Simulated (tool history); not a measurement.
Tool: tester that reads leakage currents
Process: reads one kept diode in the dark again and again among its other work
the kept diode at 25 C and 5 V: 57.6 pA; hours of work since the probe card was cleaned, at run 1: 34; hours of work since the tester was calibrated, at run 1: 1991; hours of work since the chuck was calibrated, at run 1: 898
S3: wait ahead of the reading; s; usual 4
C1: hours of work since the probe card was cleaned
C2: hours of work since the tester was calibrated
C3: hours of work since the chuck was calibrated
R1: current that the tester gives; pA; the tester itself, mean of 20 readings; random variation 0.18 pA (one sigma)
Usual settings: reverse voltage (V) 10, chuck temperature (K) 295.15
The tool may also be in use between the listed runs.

Run 1, hour 0: usual settings; C1 34; C2 1991; C3 898. Result: R1 62.24 pA.
Run 2, hour 114.9: usual settings; C1 100; C2 2057; C3 964. Result: R1 63.07 pA.
Run 3, hour 286: usual settings; C1 198; C2 2155; C3 1062. Result: R1 63.49 pA.
At hour 331: chuck's temperature calibrated.
Run 4, hour 410.5: usual settings but reverse voltage (V) 3.2; C1 268; C2 2225; C3 46. Result: R1 37.53 pA.
Run 5, hour 635.1: usual settings but reverse voltage (V) 3.2; C1 397; C2 2354; C3 174. Result: R1 37.69 pA.
At hour 779.5: tester calibrated.
Run 6, hour 835.4: usual settings but reverse voltage (V) 1.8; C1 511; C2 32; C3 288. Result: R1 30.86 pA.
Run 7, hour 1031.4: usual settings but reverse voltage (V) 1.8; C1 623; C2 144; C3 401. Result: R1 31.27 pA.
Run 8, hour 1136.7: usual settings but S3 1.15 s; C1 684; C2 205; C3 461. Result: R1 64.93 pA.
Run 9, hour 1320.8: usual settings but S3 1.15 s; C1 789; C2 310; C3 566. Result: R1 66.22 pA.
Run 10, hour 1449.7: usual settings but reverse voltage (V) 1.8, S3 1.15 s; C1 863; C2 384; C3 640. Result: R1 32.57 pA.
Run 11, hour 1596: usual settings but chuck temperature (K) 323.15; C1 947; C2 468; C3 724. Result: R1 623.51 pA.
Run 12, hour 1817.5: usual settings but reverse voltage (V) 5.8, chuck temperature (K) 309.15, S3 2.88 s; C1 1074; C2 595; C3 851. Result: R1 169.99 pA.
Run 13, hour 2013.1: usual settings but reverse voltage (V) 5.8, chuck temperature (K) 328.15, S3 2.88 s; C1 1186; C2 707; C3 963. Result: R1 742.26 pA.
Run 14, hour 2156.3: usual settings but reverse voltage (V) 5.8, chuck temperature (K) 328.15, S3 2.88 s; C1 1268; C2 790; C3 1046. Result: R1 745.3 pA.
At hour 2219.2: chuck's temperature calibrated.
Run 15, hour 2283.5: usual settings but reverse voltage (V) 5.8, chuck temperature (K) 328.15, S3 2.88 s; C1 1340; C2 861; C3 37. Result: R1 697.96 pA.
Run 16, hour 2412.4: usual settings but reverse voltage (V) 5.8, chuck temperature (K) 328.15, S3 2.88 s; C1 1414; C2 935; C3 111. Result: R1 697.18 pA.
Run 17, hour 2608.3: usual settings but reverse voltage (V) 4.3, chuck temperature (K) 330.15, S3 0.4 s; C1 1527; C2 1048; C3 223. Result: R1 729.74 pA.
Run 18, hour 2825.9: usual settings but reverse voltage (V) 1.3, chuck temperature (K) 330.15, S3 0.84 s; C1 1651; C2 1172; C3 348. Result: R1 463.21 pA.

4 ways to go on from here, each from the tool as it stands after run 18. What would each give?
Run A, hour 2948.7: usual settings but reverse voltage (V) 1.3, chuck temperature (K) 330.15, S3 0.55 s; C1 1722; C2 1243; C3 418. Result: R1 ?.
Run B, hour 2948.7: usual settings but reverse voltage (V) 4.5, chuck temperature (K) 330.15, S3 0.84 s; C1 1722; C2 1243; C3 418. Result: R1 ?.
Run C, hour 2948.7: usual settings but reverse voltage (V) 8; C1 1722; C2 1243; C3 418. Result: R1 ?.
Run D, hour 2948.7: usual settings but reverse voltage (V) 8.4; C1 1722; C2 1243; C3 418. Result: R1 ?.

run      R1
  A  462.55
  B   751.3
  C   58.89
  D   60.09
Without the tool's hidden state the same runs would have given:
run      R1
  A  451.29
  B  731.96
  C   53.55
  D   54.55

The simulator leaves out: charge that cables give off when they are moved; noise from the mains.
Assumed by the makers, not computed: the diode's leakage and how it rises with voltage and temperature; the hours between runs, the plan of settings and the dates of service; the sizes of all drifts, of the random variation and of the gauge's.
